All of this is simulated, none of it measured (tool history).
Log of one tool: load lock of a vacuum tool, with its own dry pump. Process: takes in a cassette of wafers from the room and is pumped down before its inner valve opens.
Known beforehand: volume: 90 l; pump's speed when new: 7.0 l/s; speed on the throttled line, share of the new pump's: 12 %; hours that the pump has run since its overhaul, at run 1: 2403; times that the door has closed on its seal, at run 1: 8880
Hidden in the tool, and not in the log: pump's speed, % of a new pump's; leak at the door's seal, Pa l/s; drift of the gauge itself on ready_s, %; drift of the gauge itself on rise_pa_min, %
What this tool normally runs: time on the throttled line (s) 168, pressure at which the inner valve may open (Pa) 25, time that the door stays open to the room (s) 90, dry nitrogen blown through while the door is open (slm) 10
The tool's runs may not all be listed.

run,hour,time on the throttled line (s),pressure at which the inner valve may open (Pa),time that the door stays open to the room (s),dry nitrogen blown through while the door is open (slm),hours that the pump has run since its overhaul,times that the door has closed on its seal,"incoming humidity of the room's air, %",time from the closed door until the inner valve may open (s),rise of the pressure with all valves shut (Pa/min)
1,0,168,25,90,10,2403,8880,48.3,261.8,0.051
2,69.6,168,25,90,10,2472,9013,43.2,261.6,0.05
3,157.1,168,25,90,10,2560,9179,45.2,260.1,0.053
4,258.6,168,25,90,10,2661,9372,38.5,263.2,0.05
5,363,168,25,90,10,2766,9571,45.4,260.9,0.056
6,427.7,168,25,90,10,2830,9694,48.4,260.7,0.056
7,529.3,168,25,90,10,2932,9888,45,259.8,0.05
8,597.3,168,25,90,10,3000,10017,47.6,261.3,0.057
9,648.9,168,25,90,10,3052,10116,44.4,259.9,0.057
10,714.9,168,25,90,10,3118,10241,43.4,261.7,0.059
11,835.8,168,25,90,10,3239,10471,46,261.7,0.062
12,906.1,168,25,90,10,3309,10605,46.1,262.2,0.058
13,993.2,168,25,90,10,3396,10771,43.6,260.8,0.058
14,1048.7,168,25,90,15,3451,10877,47,263.8,0.054
15,1141.4,168,25,90,10,3544,11053,46.8,261.8,0.058
16,1216.9,168,25,90,10,3620,11197,46.7,264.1,0.06
17,1266.7,168,25,90,10,3669,11292,46.8,261,0.055
18,1386.7,168,25,90,10,3789,11520,48.5,262.7,0.068
19,1468.7,168,25,28,10,3871,11676,44.9,262.3,0.047
20,1522.1,168,22,90,6,3925,11778,45.7,265.9,0.056
21,1628.9,140,21,90,17,4032,11981,45.7,241.6,0.06
22,1702,140,21,42,8,4105,12120,47.3,242.5,0.061
23,1779.6,168,48,90,6,4182,12268,43.6,255.5,0.065
24,1843.7,98,32,90,8,4246,12390,46.9,199.5,0.065
25,1940.5,140,25,90,10,4343,12574,45.1,242.5,0.064
26,2057.3,121,25,90,38,4460,12797,44.8,223,0.052
27,2124.6,121,25,90,38,4527,12925,42,226,0.053
28,2196.8,180,25,201,10,4600,13062,47.1,275.8,0.081
29,2287.1,168,25,191,10,4690,13234,42.9,265.6,0.076
30,2364.6,168,25,191,10,4767,13382,43.9,264.3,0.077
31,2460.2,168,25,191,10,4863,13563,45,265.2,0.078
32,2526.9,168,25,191,10,4930,13690,47.6,267.3,0.082
33,2630.6,305,25,90,19,5033,13888,43,382.6,0.064
34,2701.3,199,27,100,4,5104,14022,42.4,294,0.07
35,2819.5,291,25,32,10,5222,14247,41.9,372.8,0.061
36,2922.7,241,25,221,10,5325,14444,46.8,326.7,0.09

What would each run have given without the hidden state, its run-to-run variation left as it was?
run,time from the closed door until the inner valve may open (s),rise of the pressure with all valves shut (Pa/min)
1,256.1,0.025
2,255.8,0.024
3,254,0.027
4,256.8,0.023
5,254.3,0.028
6,254,0.028
7,252.9,0.021
8,254.2,0.027
9,252.7,0.027
10,254.3,0.028
11,254,0.031
12,254.3,0.027
13,252.8,0.025
14,255.5,0.021
15,253.4,0.025
16,255.4,0.026
17,252.4,0.021
18,253.6,0.032
19,253.1,0.011
20,256.1,0.02
21,231.3,0.023
22,232,0.024
23,246.5,0.027
24,188.8,0.027
25,231.3,0.025
26,211.6,0.012
27,214.3,0.013
28,264.9,0.041
29,254.3,0.035
30,252.9,0.035
31,253.6,0.037
32,255.4,0.039
33,372.9,0.02
34,282.3,0.026
35,362.3,0.016
36,315.3,0.044
